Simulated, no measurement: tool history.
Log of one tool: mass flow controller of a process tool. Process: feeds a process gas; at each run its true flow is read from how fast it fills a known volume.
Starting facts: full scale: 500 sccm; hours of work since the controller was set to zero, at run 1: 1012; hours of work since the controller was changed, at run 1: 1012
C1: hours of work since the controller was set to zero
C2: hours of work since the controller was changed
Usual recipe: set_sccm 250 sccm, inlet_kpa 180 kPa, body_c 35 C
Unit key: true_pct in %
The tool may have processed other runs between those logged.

run 1 day=0 | set_sccm=250 inlet_kpa=180 body_c=35 | C1=1012 C2=1012 | true_pct=100.42
run 2 day=8.75 | set_sccm=250 inlet_kpa=180 body_c=35 | C1=1097 C2=1097 | true_pct=100.29
run 3 day=15.008 | set_sccm=250 inlet_kpa=180 body_c=35 | C1=1158 C2=1158 | true_pct=100.22
run 4 day=25.383 | set_sccm=250 inlet_kpa=223 body_c=35 | C1=1259 C2=1259 | true_pct=100.28
run 5 day=31.567 | set_sccm=250 inlet_kpa=223 body_c=35 | C1=1319 C2=1319 | true_pct=100.19
run 6 day=36.729 | set_sccm=250 inlet_kpa=223 body_c=35 | C1=1369 C2=1369 | true_pct=100.27
run 7 day=46.246 | set_sccm=250 inlet_kpa=223 body_c=35 | C1=1462 C2=1462 | true_pct=100.09
run 8 day=53.179 | set_sccm=250 inlet_kpa=141 body_c=35 | C1=1529 C2=1529 | true_pct=100.37
run 9 day=64.162 | set_sccm=250 inlet_kpa=180 body_c=35 | C1=1636 C2=1636 | true_pct=100.32
run 10 day=73.45 | set_sccm=250 inlet_kpa=180 body_c=35 | C1=1727 C2=1727 | true_pct=100.33
run 11 day=80 | set_sccm=250 inlet_kpa=180 body_c=35 | C1=1790 C2=1790 | true_pct=100.32
run 12 day=84.892 | set_sccm=250 inlet_kpa=180 body_c=35 | C1=1838 C2=1838 | true_pct=100.3
run 13 day=93.483 | set_sccm=250 inlet_kpa=180 body_c=35 | C1=1922 C2=1922 | true_pct=100.23
run 14 day=104.967 | set_sccm=250 inlet_kpa=180 body_c=24 | C1=2033 C2=2033 | true_pct=99.16
run 15 day=111.421 | set_sccm=250 inlet_kpa=180 body_c=24 | C1=2096 C2=2096 | true_pct=99.23
run 16 day=118.858 | set_sccm=250 inlet_kpa=180 body_c=24 | C1=2169 C2=2169 | true_pct=99.37
run 17 day=125.996 | set_sccm=250 inlet_kpa=180 body_c=24 | C1=2238 C2=2238 | true_pct=99.38
run 18 day=133.054 | set_sccm=250 inlet_kpa=180 body_c=24 | C1=2307 C2=2307 | true_pct=99.29
run 19 day=143.454 | set_sccm=250 inlet_kpa=180 body_c=32 | C1=2408 C2=2408 | true_pct=99.97
run 20 day=151.325 | set_sccm=250 inlet_kpa=180 body_c=35 | C1=2485 C2=2485 | true_pct=100.19
run 21 day=162.05 | set_sccm=250 inlet_kpa=180 body_c=35 | C1=2589 C2=2589 | true_pct=100.35
run 22 day=167.112 | set_sccm=250 inlet_kpa=180 body_c=35 | C1=2638 C2=2638 | true_pct=100.31
run 23 day=177.308 | set_sccm=250 inlet_kpa=180 body_c=23 | C1=2738 C2=2738 | true_pct=99.18
run 24 day=187.9 | set_sccm=250 inlet_kpa=180 body_c=23 | C1=2841 C2=2841 | true_pct=99.14
run 25 day=195.729 | set_sccm=427 inlet_kpa=180 body_c=23 | C1=2917 C2=2917 | true_pct=99.89
run 26 day=204.671 | set_sccm=427 inlet_kpa=180 body_c=23 | C1=3004 C2=3004 | true_pct=99.84
run 27 day=213.633 | set_sccm=427 inlet_kpa=180 body_c=23 | C1=3091 C2=3091 | true_pct=100.06
run 28 day=224.942 | set_sccm=427 inlet_kpa=180 body_c=23 | C1=3201 C2=3201 | true_pct=99.98
run 29 day=235.888 | set_sccm=324 inlet_kpa=183 body_c=28 | C1=3308 C2=3308 | true_pct=99.99
run 30 day=246.129 | set_sccm=324 inlet_kpa=184 body_c=28 | C1=3408 C2=3408 | true_pct=100.14
run 31 day=254.288 | set_sccm=324 inlet_kpa=184 body_c=28 | C1=3487 C2=3487 | true_pct=100.03
run 32 day=261.6 | set_sccm=279 inlet_kpa=173 body_c=35 | C1=3558 C2=3558 | true_pct=100.45
run 33 day=272.217 | set_sccm=250 inlet_kpa=166 body_c=35 | C1=3661 C2=3661 | true_pct=100.39
run 34 day=278.492 | set_sccm=75 inlet_kpa=174 body_c=22 | C1=3723 C2=3723 | true_pct=95.74
run 35 day=286.971 | set_sccm=465 inlet_kpa=180 body_c=32 | C1=3805 C2=3805 | true_pct=101.06
run 36 day=294.046 | set_sccm=250 inlet_kpa=257 body_c=39 | C1=3874 C2=3874 | true_pct=100.5
run 37 day=304.517 | set_sccm=466 inlet_kpa=195 body_c=26 | C1=3976 C2=3976 | true_pct=100.43
run 38 day=313.125 | set_sccm=59 inlet_kpa=142 body_c=27 | C1=4060 C2=4060 | true_pct=95.04
run 39 day=323.712 | set_sccm=59 inlet_kpa=142 body_c=27 | C1=4163 C2=4163 | true_pct=94.8
run 40 day=329.688 | set_sccm=488 inlet_kpa=152 body_c=32 | C1=4221 C2=4221 | true_pct=101.35
run 41 day=335.162 | set_sccm=488 inlet_kpa=152 body_c=32 | C1=4274 C2=4274 | true_pct=101.44
run 42 day=341.7 | set_sccm=499 inlet_kpa=165 body_c=35 | C1=4338 C2=4338 | true_pct=101.7
run 43 day=350.538 | set_sccm=217 inlet_kpa=180 body_c=32 | C1=4424 C2=4424 | true_pct=99.68
run 44 day=361.533 | set_sccm=217 inlet_kpa=180 body_c=32 | C1=4531 C2=4531 | true_pct=99.74
run 45 day=369.171 | set_sccm=131 inlet_kpa=152 body_c=36 | C1=4605 C2=4605 | true_pct=98.79
run 46 day=379.217 | set_sccm=52 inlet_kpa=254 body_c=37 | C1=4703 C2=4703 | true_pct=94.06
run 47 day=384.571 | set_sccm=52 inlet_kpa=254 body_c=37 | C1=4755 C2=4755 | true_pct=93.94
run 48 day=395.417 | set_sccm=52 inlet_kpa=254 body_c=37 | C1=4861 C2=4861 | true_pct=93.78

Here are 4 independent what-if runs from the current tool condition. What would each one return?
run A day=402.083 | set_sccm=71 inlet_kpa=238 body_c=28 | C1=4926 C2=4926 | true_pct=?
run B day=402.083 | set_sccm=250 inlet_kpa=180 body_c=21 | C1=4926 C2=4926 | true_pct=?
run C day=402.083 | set_sccm=52 inlet_kpa=254 body_c=22 | C1=4926 C2=4926 | true_pct=?
run D day=402.083 | set_sccm=250 inlet_kpa=163 body_c=35 | C1=4926 C2=4926 | true_pct=?

run=A true_pct=95.07
run=B true_pct=99.01
run=C true_pct=92.27
run=D true_pct=100.44
Had the tool no hidden state, the same runs would have come out as:
run=A true_pct=99.24
run=B true_pct=99.15
run=C true_pct=98.49
run=D true_pct=100.58
